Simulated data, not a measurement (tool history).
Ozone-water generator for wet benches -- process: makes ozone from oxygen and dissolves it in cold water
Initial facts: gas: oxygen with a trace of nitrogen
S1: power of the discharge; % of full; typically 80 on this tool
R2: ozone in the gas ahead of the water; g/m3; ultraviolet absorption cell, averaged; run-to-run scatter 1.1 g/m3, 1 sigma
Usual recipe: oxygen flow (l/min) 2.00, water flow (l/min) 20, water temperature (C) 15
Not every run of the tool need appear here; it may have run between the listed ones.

run 1 hour=0.0 | S1=80 oxygen_flow_(l/min)=2.00 water_flow_(l/min)=20 water_temperature_(C)=15 | dissolved_ozone_(ppm)=10.0 R2=196.3
run 2 hour=34.1 | S1=80 oxygen_flow_(l/min)=2.00 water_flow_(l/min)=20 water_temperature_(C)=15 | dissolved_ozone_(ppm)=9.8 R2=197.0
run 3 hour=68.1 | S1=80 oxygen_flow_(l/min)=2.00 water_flow_(l/min)=20 water_temperature_(C)=15 | dissolved_ozone_(ppm)=10.0 R2=195.6
run 4 hour=117.8 | S1=80 oxygen_flow_(l/min)=2.00 water_flow_(l/min)=20 water_temperature_(C)=15 | dissolved_ozone_(ppm)=10.0 R2=196.9
run 5 hour=173.9 | S1=80 oxygen_flow_(l/min)=2.00 water_flow_(l/min)=20 water_temperature_(C)=15 | dissolved_ozone_(ppm)=9.9 R2=197.9
run 6 hour=207.2 | S1=80 oxygen_flow_(l/min)=2.00 water_flow_(l/min)=20 water_temperature_(C)=15 | dissolved_ozone_(ppm)=9.9 R2=198.3
run 7 hour=247.9 | S1=80 oxygen_flow_(l/min)=2.00 water_flow_(l/min)=20 water_temperature_(C)=14 | dissolved_ozone_(ppm)=9.8 R2=197.0
run 8 hour=291.0 | S1=80 oxygen_flow_(l/min)=2.00 water_flow_(l/min)=20 water_temperature_(C)=14 | dissolved_ozone_(ppm)=9.9 R2=196.2
run 9 hour=344.4 | S1=80 oxygen_flow_(l/min)=2.00 water_flow_(l/min)=20 water_temperature_(C)=14 | dissolved_ozone_(ppm)=10.2 R2=196.4
run 10 hour=408.4 | S1=80 oxygen_flow_(l/min)=2.00 water_flow_(l/min)=20 water_temperature_(C)=14 | dissolved_ozone_(ppm)=10.0 R2=193.5
run 11 hour=478.5 | S1=80 oxygen_flow_(l/min)=2.00 water_flow_(l/min)=20 water_temperature_(C)=14 | dissolved_ozone_(ppm)=9.8 R2=199.3
run 12 hour=535.3 | S1=80 oxygen_flow_(l/min)=2.00 water_flow_(l/min)=20 water_temperature_(C)=9 | dissolved_ozone_(ppm)=10.2 R2=196.6
run 13 hour=571.0 | S1=80 oxygen_flow_(l/min)=2.00 water_flow_(l/min)=20 water_temperature_(C)=9 | dissolved_ozone_(ppm)=10.2 R2=196.1
run 14 hour=613.2 | S1=80 oxygen_flow_(l/min)=2.00 water_flow_(l/min)=20 water_temperature_(C)=9 | dissolved_ozone_(ppm)=10.3 R2=196.3
run 15 hour=658.7 | S1=80 oxygen_flow_(l/min)=2.00 water_flow_(l/min)=20 water_temperature_(C)=9 | dissolved_ozone_(ppm)=10.2 R2=196.7
run 16 hour=697.7 | S1=80 oxygen_flow_(l/min)=2.00 water_flow_(l/min)=20 water_temperature_(C)=9 | dissolved_ozone_(ppm)=10.4 R2=196.7
run 17 hour=744.3 | S1=80 oxygen_flow_(l/min)=2.00 water_flow_(l/min)=20 water_temperature_(C)=9 | dissolved_ozone_(ppm)=10.3 R2=194.5
run 18 hour=790.7 | S1=80 oxygen_flow_(l/min)=2.00 water_flow_(l/min)=20 water_temperature_(C)=9 | dissolved_ozone_(ppm)=10.3 R2=193.6
run 19 hour=857.5 | S1=76 oxygen_flow_(l/min)=1.40 water_flow_(l/min)=14 water_temperature_(C)=11 | dissolved_ozone_(ppm)=12.5 R2=211.9
-- hour=913.4 contactor cleaned
run 20 hour=921.3 | S1=76 oxygen_flow_(l/min)=1.40 water_flow_(l/min)=14 water_temperature_(C)=11 | dissolved_ozone_(ppm)=12.9 R2=211.2
run 21 hour=956.5 | S1=80 oxygen_flow_(l/min)=1.49 water_flow_(l/min)=20 water_temperature_(C)=14 | dissolved_ozone_(ppm)=9.0 R2=218.4
-- hour=1007.5 water thermometer calibrated
run 22 hour=1016.7 | S1=54 oxygen_flow_(l/min)=2.01 water_flow_(l/min)=16 water_temperature_(C)=20 | dissolved_ozone_(ppm)=8.8 R2=135.1
run 23 hour=1076.6 | S1=99 oxygen_flow_(l/min)=2.00 water_flow_(l/min)=20 water_temperature_(C)=18 | dissolved_ozone_(ppm)=12.4 R2=239.3
run 24 hour=1117.8 | S1=57 oxygen_flow_(l/min)=1.25 water_flow_(l/min)=18 water_temperature_(C)=8 | dissolved_ozone_(ppm)=7.2 R2=168.5
run 25 hour=1171.4 | S1=76 oxygen_flow_(l/min)=1.25 water_flow_(l/min)=18 water_temperature_(C)=8 | dissolved_ozone_(ppm)=9.3 R2=222.8
run 26 hour=1240.9 | S1=76 oxygen_flow_(l/min)=1.25 water_flow_(l/min)=18 water_temperature_(C)=8 | dissolved_ozone_(ppm)=9.2 R2=221.2
run 27 hour=1286.3 | S1=76 oxygen_flow_(l/min)=1.44 water_flow_(l/min)=18 water_temperature_(C)=12 | dissolved_ozone_(ppm)=9.8 R2=211.4
run 28 hour=1320.2 | S1=46 oxygen_flow_(l/min)=1.29 water_flow_(l/min)=30 water_temperature_(C)=17 | dissolved_ozone_(ppm)=3.1 R2=137.1
run 29 hour=1383.0 | S1=46 oxygen_flow_(l/min)=1.29 water_flow_(l/min)=30 water_temperature_(C)=17 | dissolved_ozone_(ppm)=2.9 R2=136.8
run 30 hour=1418.3 | S1=80 oxygen_flow_(l/min)=2.00 water_flow_(l/min)=16 water_temperature_(C)=9 | dissolved_ozone_(ppm)=14.1 R2=193.9
run 31 hour=1476.1 | S1=80 oxygen_flow_(l/min)=2.00 water_flow_(l/min)=16 water_temperature_(C)=9 | dissolved_ozone_(ppm)=13.7 R2=195.2
run 32 hour=1505.5 | S1=97 oxygen_flow_(l/min)=1.58 water_flow_(l/min)=29 water_temperature_(C)=15 | dissolved_ozone_(ppm)=7.0 R2=251.0
run 33 hour=1536.6 | S1=97 oxygen_flow_(l/min)=1.58 water_flow_(l/min)=29 water_temperature_(C)=8 | dissolved_ozone_(ppm)=7.4 R2=253.0

Predict each of these 4 candidate next runs independently; none follows another, all start after run 33:
run A hour=1569.3 | S1=48 oxygen_flow_(l/min)=2.00 water_flow_(l/min)=20 water_temperature_(C)=15 | dissolved_ozone_(ppm)=? R2=?
run B hour=1569.3 | S1=80 oxygen_flow_(l/min)=2.00 water_flow_(l/min)=26 water_temperature_(C)=15 | dissolved_ozone_(ppm)=? R2=?
run C hour=1569.3 | S1=70 oxygen_flow_(l/min)=1.85 water_flow_(l/min)=20 water_temperature_(C)=15 | dissolved_ozone_(ppm)=? R2=?
run D hour=1569.3 | S1=97 oxygen_flow_(l/min)=1.80 water_flow_(l/min)=29 water_temperature_(C)=8 | dissolved_ozone_(ppm)=? R2=?

run=A dissolved_ozone_(ppm)=6.5 R2=121.9
run=B dissolved_ozone_(ppm)=7.6 R2=194.8
run=C dissolved_ozone_(ppm)=8.9 R2=178.6
run=D dissolved_ozone_(ppm)=7.8 R2=242.0
Without the tool's hidden state the same runs would have given:
run=A dissolved_ozone_(ppm)=6.6 R2=122.0
run=B dissolved_ozone_(ppm)=7.7 R2=195.2
run=C dissolved_ozone_(ppm)=9.0 R2=178.9
run=D dissolved_ozone_(ppm)=7.8 R2=242.5

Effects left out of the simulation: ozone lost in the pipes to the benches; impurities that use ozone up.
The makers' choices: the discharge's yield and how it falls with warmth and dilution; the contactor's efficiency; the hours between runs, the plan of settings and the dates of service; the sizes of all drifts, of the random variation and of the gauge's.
